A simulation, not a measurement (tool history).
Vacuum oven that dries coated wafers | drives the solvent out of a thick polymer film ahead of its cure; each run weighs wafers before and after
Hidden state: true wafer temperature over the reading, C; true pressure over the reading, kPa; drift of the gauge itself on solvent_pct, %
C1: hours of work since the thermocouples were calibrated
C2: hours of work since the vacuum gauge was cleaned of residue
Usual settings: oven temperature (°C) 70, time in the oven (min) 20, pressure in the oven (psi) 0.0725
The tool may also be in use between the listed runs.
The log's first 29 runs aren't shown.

Run 30, hour 1506.4: usual settings but oven temperature (°C) 71, time in the oven (min) 12, pressure in the oven (psi) 0.0408; C1 453; C2 2123. Result: solvent left in the film (%) 1.78.
Run 31, hour 1551.7: usual settings but oven temperature (°C) 71, time in the oven (min) 12, pressure in the oven (psi) 0.0408; C1 479; C2 2149. Result: solvent left in the film (%) 1.78.
Run 32, hour 1582.5: usual settings but oven temperature (°C) 62, time in the oven (min) 16, pressure in the oven (psi) 0.1198; C1 496; C2 2167. Result: solvent left in the film (%) 4.13.
Run 33, hour 1614.4: usual settings but oven temperature (°C) 62, time in the oven (min) 16, pressure in the oven (psi) 0.1198; C1 515; C2 2185. Result: solvent left in the film (%) 4.16.
Run 34, hour 1664.7: usual settings but oven temperature (°C) 83, time in the oven (min) 33; C1 544; C2 2214. Result: solvent left in the film (%) 0.16.
Run 35, hour 1703.2: usual settings but time in the oven (min) 33, pressure in the oven (psi) 0.2257; C1 566; C2 2236. Result: solvent left in the film (%) 1.07.
Run 36, hour 1757.0: usual settings but oven temperature (°C) 78, time in the oven (min) 33, pressure in the oven (psi) 0.0500; C1 597; C2 2267. Result: solvent left in the film (%) 0.16.
At hour 1807.7: oven's thermocouples calibrated.
Run 37, hour 1809.3: usual settings but oven temperature (°C) 78, time in the oven (min) 33, pressure in the oven (psi) 0.0500; C1 1; C2 2296. Result: solvent left in the film (%) 0.16.
Run 38, hour 1839.9: usual settings but oven temperature (°C) 78, time in the oven (min) 33, pressure in the oven (psi) 0.0500; C1 19; C2 2314. Result: solvent left in the film (%) 0.20.

5 ways to go on from here, each from the tool as it stands after run 38. What would each give?
Run A, hour 1908.3: usual settings but oven temperature (°C) 84, time in the oven (min) 11; C1 58; C2 2353. Result: solvent left in the film (%) ?.
Run B, hour 1908.3: usual settings but oven temperature (°C) 55, time in the oven (min) 28, pressure in the oven (psi) 0.2489; C1 58; C2 2353. Result: solvent left in the film (%) ?.
Run C, hour 1908.3: usual settings but pressure in the oven (psi) 0.2382; C1 58; C2 2353. Result: solvent left in the film (%) ?.
Run D, hour 1908.3: usual settings but oven temperature (°C) 75, time in the oven (min) 17, pressure in the oven (psi) 0.1040; C1 58; C2 2353. Result: solvent left in the film (%) ?.
Run E, hour 1908.3: usual settings but oven temperature (°C) 68, time in the oven (min) 12, pressure in the oven (psi) 0.0705; C1 58; C2 2353. Result: solvent left in the film (%) ?.

run  solvent left in the film (%)
  A                          0.27
  B                          5.48
  C                          1.57
  D                          0.59
  E                          2.88
Without the tool's hidden state the same runs would have given:
run  solvent left in the film (%)
  A                          0.25
  B                          5.45
  C                          1.55
  D                          0.57
  E                          2.86
